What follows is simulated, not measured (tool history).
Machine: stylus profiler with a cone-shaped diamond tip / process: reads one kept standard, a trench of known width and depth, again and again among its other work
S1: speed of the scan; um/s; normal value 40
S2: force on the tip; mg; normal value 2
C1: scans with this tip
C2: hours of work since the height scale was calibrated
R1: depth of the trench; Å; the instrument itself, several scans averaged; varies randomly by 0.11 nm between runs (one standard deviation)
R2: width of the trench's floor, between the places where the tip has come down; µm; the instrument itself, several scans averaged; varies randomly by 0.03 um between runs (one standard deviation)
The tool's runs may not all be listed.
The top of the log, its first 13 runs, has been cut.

Run 14, hour 598.1: usual settings but S2 4.01 mg; C1 6964; C2 1072. Result: R1 5092.8 Å, R2 95.5 µm.
Run 15, hour 629.4: usual settings but S2 4.01 mg; C1 7070; C2 1088. Result: R1 5096.1 Å, R2 95.48 µm.
Run 16, hour 663: usual settings but S1 126 um/s; C1 7183; C2 1106. Result: R1 5059.6 Å, R2 95.08 µm.
Run 17, hour 720.6: usual settings but S1 89 um/s; C1 7378; C2 1136. Result: R1 5058.5 Å, R2 95.13 µm.
Run 18, hour 747.2: usual settings but S2 1.04 mg; C1 7468; C2 1149. Result: R1 5037.6 Å, R2 95.31 µm.
Run 19, hour 787.4: usual settings but S2 1.04 mg; C1 7603; C2 1170. Result: R1 5037.8 Å, R2 95.33 µm.
Run 20, hour 817.2: usual settings but S2 3.05 mg; C1 7704; C2 1186. Result: R1 5078.5 Å, R2 95.44 µm.
Run 21, hour 873.9: usual settings but S2 3.05 mg; C1 7895; C2 1215. Result: R1 5080.1 Å, R2 95.47 µm.
Run 22, hour 900.8: usual settings but S2 3.05 mg; C1 7986; C2 1229. Result: R1 5080.3 Å, R2 95.45 µm.
Run 23, hour 949.4: usual settings but S2 3.05 mg; C1 8150; C2 1255. Result: R1 5079.8 Å, R2 95.45 µm.
Run 24, hour 976.5: usual settings but S1 15 um/s, S2 1.54 mg; C1 8242; C2 1269. Result: R1 5049.4 Å, R2 95.6 µm.
Run 25, hour 1001.1: usual settings but S1 30 um/s, S2 0.82 mg; C1 8325; C2 1281. Result: R1 5033.8 Å, R2 95.42 µm.
Run 26, hour 1044.3: usual settings but S1 80 um/s, S2 0.89 mg; C1 8470; C2 1304. Result: R1 5033.4 Å, R2 95.05 µm.
Run 27, hour 1094.8: usual settings but S1 47 um/s, S2 5.68 mg; C1 8641; C2 1330. Result: R1 5120.3 Å, R2 95.46 µm.

Estimate the outcome of run 28 from the log above:
Run 28, hour 1119.9: usual settings but S1 41 um/s; C1 8726; C2 1343. Result: R1 ?, R2 ?.

R1: 5057.3 Å
R2: 95.41 µm
With the hidden condition absent and the run-to-run variation left alone, this run would have shown R1 5057.4 Å, R2 95.42 µm.
